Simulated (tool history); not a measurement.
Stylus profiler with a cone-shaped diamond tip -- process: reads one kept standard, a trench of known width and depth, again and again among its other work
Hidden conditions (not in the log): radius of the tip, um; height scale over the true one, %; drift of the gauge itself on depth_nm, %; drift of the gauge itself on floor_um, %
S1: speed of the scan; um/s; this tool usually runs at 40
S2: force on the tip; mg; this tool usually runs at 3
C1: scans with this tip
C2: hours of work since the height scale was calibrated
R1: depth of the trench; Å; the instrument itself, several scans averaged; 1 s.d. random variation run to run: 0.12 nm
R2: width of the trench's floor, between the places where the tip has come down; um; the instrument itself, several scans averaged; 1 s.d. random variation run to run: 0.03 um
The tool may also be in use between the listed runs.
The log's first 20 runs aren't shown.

{"run": 21, "hour": 446.9, "S1": 16, "S2": 1.77, "C1": 2104, "C2": 280, "R1": 5038.4, "R2": 96.76}
{"run": 22, "hour": 472.4, "S1": 107, "S2": 3.24, "C1": 2182, "C2": 291, "R1": 5060.1, "R2": 96.44}
{"run": 23, "hour": 491.5, "S1": 23, "S2": 6.62, "C1": 2240, "C2": 298, "R1": 5100.9, "R2": 96.73}
{"run": 24, "hour": 510.9, "S1": 19, "S2": 1.49, "C1": 2300, "C2": 306, "R1": 5034.3, "R2": 96.72}
{"run": 25, "hour": 531.0, "S1": 35, "S2": 4.24, "C1": 2361, "C2": 315, "R1": 5074.2, "R2": 96.7}
{"run": 26, "hour": 560.7, "S1": 14, "S2": 3, "C1": 2453, "C2": 327, "R1": 5055.6, "R2": 96.79}
{"run": 27, "hour": 581.6, "S1": 50, "S2": 8, "C1": 2517, "C2": 335, "R1": 5114.1, "R2": 96.71}
{"run": 28, "hour": 604.7, "S1": 50, "S2": 8, "C1": 2588, "C2": 345, "R1": 5114.7, "R2": 96.71}
{"run": 29, "hour": 627.4, "S1": 48, "S2": 1.14, "C1": 2657, "C2": 354, "R1": 5027.8, "R2": 96.61}
{"run": 30, "hour": 656.3, "S1": 40, "S2": 4.41, "C1": 2746, "C2": 366, "R1": 5074.6, "R2": 96.65}
{"run": 31, "hour": 686.5, "S1": 14, "S2": 1.84, "C1": 2838, "C2": 378, "R1": 5036.8, "R2": 96.74}
{"run": 32, "hour": 700.3, "S1": 88, "S2": 5.51, "C1": 2881, "C2": 384, "R1": 5089, "R2": 96.55}
{"run": 33, "hour": 731.6, "S1": 88, "S2": 1.73, "C1": 2977, "C2": 397, "R1": 5037.4, "R2": 96.39}
{"run": 34, "hour": 753.1, "S1": 58, "S2": 1.89, "C1": 3043, "C2": 405, "R1": 5039.4, "R2": 96.53}
{"run": 35, "hour": 767.4, "S1": 58, "S2": 1.89, "C1": 3086, "C2": 411, "R1": 5038.2, "R2": 96.55}
{"run": 36, "hour": 784.2, "S1": 97, "S2": 1.19, "C1": 3138, "C2": 418, "R1": 5026.4, "R2": 96.22}
{"run": 37, "hour": 797.9, "S1": 42, "S2": 1.56, "C1": 3180, "C2": 424, "R1": 5032.9, "R2": 96.52}
{"run": 38, "hour": 818.3, "S1": 50, "S2": 3, "C1": 3242, "C2": 432, "R1": 5054.3, "R2": 96.58}
{"run": 39, "hour": 832.3, "S1": 50, "S2": 3, "C1": 3285, "C2": 438, "R1": 5053.2, "R2": 96.58}
{"run": 40, "hour": 864.0, "S1": 50, "S2": 3, "C1": 3383, "C2": 451, "R1": 5054.3, "R2": 96.59}

Predict each of these 3 candidate next runs independently; none follows another, all start after run 40:
{"run": "A", "hour": 894.5, "S1": 48, "S2": 8.81, "C1": 3476, "C2": 463, "R1": "?", "R2": "?"}
{"run": "B", "hour": 894.5, "S1": 40, "S2": 8.08, "C1": 3476, "C2": 463, "R1": "?", "R2": "?"}
{"run": "C", "hour": 894.5, "S1": 14, "S2": 3.96, "C1": 3476, "C2": 463, "R1": "?", "R2": "?"}

run=A R1=5120.3 R2=96.68
run=B R1=5112.5 R2=96.65
run=C R1=5066.8 R2=96.69
What these runs would have given with no unlogged condition in the tool:
run=A R1=5129.2 R2=96.94
run=B R1=5121.3 R2=96.91
run=C R1=5075.6 R2=96.95

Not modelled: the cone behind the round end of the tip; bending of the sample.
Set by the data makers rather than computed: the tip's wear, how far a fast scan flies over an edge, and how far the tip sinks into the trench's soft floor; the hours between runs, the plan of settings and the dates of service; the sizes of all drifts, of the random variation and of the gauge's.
